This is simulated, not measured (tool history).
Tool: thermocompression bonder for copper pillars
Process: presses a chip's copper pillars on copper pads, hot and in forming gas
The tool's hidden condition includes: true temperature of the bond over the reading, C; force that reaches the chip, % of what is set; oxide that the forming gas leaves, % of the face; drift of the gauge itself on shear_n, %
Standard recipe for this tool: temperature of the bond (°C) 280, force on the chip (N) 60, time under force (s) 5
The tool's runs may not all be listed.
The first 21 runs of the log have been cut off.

run	hour	temperature of the bond (°C)	force on the chip (N)	time under force (s)	hours of work since the heater was calibrated	hours of work since the force cell was calibrated	hours of work since the gas filter was changed	force that shears a chip off (N)
22	1190.8	265	44	15	496	1082	399	55.5
23	1253.4	253	60	4	535	1121	438	35.4
24	1317.6	280	73	3	575	1161	478	54.5
# hour 1323.5: force cell calibrated
# hour 1336.6: heater calibrated with a thermocouple chip
# hour 1347: forming gas filter changed
25	1373.3	278	51	5	23	30	16	48.7
26	1440	278	51	5	64	71	58	49.6
27	1499.8	260	76	11	102	109	96	63.9
28	1585	264	45	7	155	162	149	42.9
# hour 1649.5: force cell calibrated, once more
29	1663.7	280	46	11	204	9	197	60.9
30	1744.1	280	46	11	254	59	248	60
31	1822.2	280	46	11	303	108	297	60.1
32	1871.4	267	60	5	334	139	327	46.3
33	1957.9	267	60	5	388	193	382	46
34	2012	267	60	5	422	227	415	46.5
35	2080.2	267	60	5	464	270	458	46.9

Each row is a separate what-if for the run after 35, all from the same tool condition, not one after another. Results?
# hour 2136.6: forming gas filter changed
A	2168.3	251	60	12	519	325	20	?
# hour 2136.6: forming gas filter changed
B	2168.3	280	60	15	519	325	20	?
# hour 2136.6: forming gas filter changed
C	2168.3	272	59	5	519	325	20	?
# hour 2136.6: forming gas filter changed
D	2168.3	263	69	3	519	325	20	?
# hour 2136.6: forming gas filter changed
E	2168.3	267	50	7	519	325	20	?

run	force that shears a chip off (N)
A	52.3
B	77.2
C	52
D	42.3
E	49.1
Take away the tool's hidden state, keep each run's random variation, and the runs would have read:
run	force that shears a chip off (N)
A	45.4
B	70.7
C	45.5
D	36.5
E	42.8
